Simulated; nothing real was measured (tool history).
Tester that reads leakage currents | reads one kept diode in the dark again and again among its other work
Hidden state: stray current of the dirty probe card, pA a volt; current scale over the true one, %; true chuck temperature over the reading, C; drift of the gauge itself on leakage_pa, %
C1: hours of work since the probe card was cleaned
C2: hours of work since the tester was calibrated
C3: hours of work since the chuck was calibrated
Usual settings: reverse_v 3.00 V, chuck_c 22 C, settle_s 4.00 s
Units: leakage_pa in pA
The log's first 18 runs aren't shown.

{"run": 19, "hour": 472.7, "reverse_v": 3.0, "chuck_c": 22, "settle_s": 0.58, "C1": 1305, "C2": 872, "C3": 114, "leakage_pa": 62.96}
{"run": 20, "hour": 490.2, "reverse_v": 3.0, "chuck_c": 30, "settle_s": 4.0, "C1": 1317, "C2": 885, "C3": 126, "leakage_pa": 113.21}
{"run": 21, "hour": 511.5, "reverse_v": 11.91, "chuck_c": 22, "settle_s": 4.0, "C1": 1332, "C2": 899, "C3": 141, "leakage_pa": 94.14}
{"run": 22, "hour": 543.0, "reverse_v": 3.0, "chuck_c": 57, "settle_s": 4.0, "C1": 1354, "C2": 921, "C3": 163, "leakage_pa": 709.69}
{"run": 23, "hour": 568.1, "reverse_v": 15.06, "chuck_c": 54, "settle_s": 4.0, "C1": 1371, "C2": 938, "C3": 180, "leakage_pa": 951.04}
{"run": 24, "hour": 603.8, "reverse_v": 3.0, "chuck_c": 27, "settle_s": 4.0, "C1": 1396, "C2": 963, "C3": 205, "leakage_pa": 91.37}
{"run": 25, "hour": 624.0, "reverse_v": 2.49, "chuck_c": 22, "settle_s": 4.0, "C1": 1410, "C2": 977, "C3": 219, "leakage_pa": 58.28}
{"run": 26, "hour": 657.3, "reverse_v": 7.28, "chuck_c": 22, "settle_s": 4.0, "C1": 1433, "C2": 1000, "C3": 242, "leakage_pa": 81.0}
{"run": 27, "hour": 674.3, "reverse_v": 7.28, "chuck_c": 22, "settle_s": 4.0, "C1": 1445, "C2": 1012, "C3": 254, "leakage_pa": 81.23}
{"run": 28, "hour": 705.1, "reverse_v": 3.0, "chuck_c": 22, "settle_s": 0.75, "C1": 1466, "C2": 1033, "C3": 275, "leakage_pa": 62.33}
{"run": 29, "hour": 739.9, "reverse_v": 3.0, "chuck_c": 22, "settle_s": 9.57, "C1": 1490, "C2": 1057, "C3": 299, "leakage_pa": 61.53}
{"run": 30, "hour": 763.7, "reverse_v": 3.0, "chuck_c": 25, "settle_s": 1.21, "C1": 1506, "C2": 1074, "C3": 316, "leakage_pa": 78.35}
{"run": 31, "hour": 786.6, "reverse_v": 5.73, "chuck_c": 39, "settle_s": 4.0, "C1": 1522, "C2": 1089, "C3": 331, "leakage_pa": 263.64}
{"run": 32, "hour": 807.8, "reverse_v": 5.73, "chuck_c": 39, "settle_s": 1.19, "C1": 1537, "C2": 1104, "C3": 346, "leakage_pa": 262.64}
{"run": 33, "hour": 832.5, "reverse_v": 9.2, "chuck_c": 56, "settle_s": 1.24, "C1": 1554, "C2": 1121, "C3": 363, "leakage_pa": 929.85}
{"run": 34, "hour": 853.1, "reverse_v": 1.09, "chuck_c": 56, "settle_s": 1.24, "C1": 1568, "C2": 1135, "C3": 377, "leakage_pa": 488.65}
{"run": 35, "hour": 877.8, "reverse_v": 1.09, "chuck_c": 56, "settle_s": 1.24, "C1": 1585, "C2": 1152, "C3": 394, "leakage_pa": 492.14}
{"run": 36, "hour": 904.9, "reverse_v": 1.09, "chuck_c": 56, "settle_s": 1.24, "C1": 1604, "C2": 1171, "C3": 413, "leakage_pa": 488.58}
{"run": 37, "hour": 936.9, "reverse_v": 1.09, "chuck_c": 56, "settle_s": 1.24, "C1": 1626, "C2": 1193, "C3": 435, "leakage_pa": 489.62}
{"run": 38, "hour": 954.0, "reverse_v": 1.37, "chuck_c": 22, "settle_s": 3.04, "C1": 1638, "C2": 1205, "C3": 447, "leakage_pa": 48.77}
{"run": 39, "hour": 982.2, "reverse_v": 1.37, "chuck_c": 22, "settle_s": 3.04, "C1": 1657, "C2": 1225, "C3": 467, "leakage_pa": 48.9}
{"run": 40, "hour": 1007.9, "reverse_v": 1.37, "chuck_c": 22, "settle_s": 3.04, "C1": 1675, "C2": 1242, "C3": 484, "leakage_pa": 49.09}

Forecast each of these 3 alternatives for the next run:
{"run": "A", "hour": 1027.3, "reverse_v": 3.13, "chuck_c": 50, "settle_s": 0.32, "C1": 1689, "C2": 1256, "C3": 498, "leakage_pa": "?"}
{"run": "B", "hour": 1027.3, "reverse_v": 15.36, "chuck_c": 22, "settle_s": 3.04, "C1": 1689, "C2": 1256, "C3": 498, "leakage_pa": "?"}
{"run": "C", "hour": 1027.3, "reverse_v": 1.37, "chuck_c": 43, "settle_s": 0.55, "C1": 1689, "C2": 1256, "C3": 498, "leakage_pa": "?"}

run=A leakage_pa=461.09
run=B leakage_pa=101.86
run=C leakage_pa=225.51
Without the tool's hidden state the same runs would have given:
run=A leakage_pa=461.16
run=B leakage_pa=101.81
run=C leakage_pa=225.55
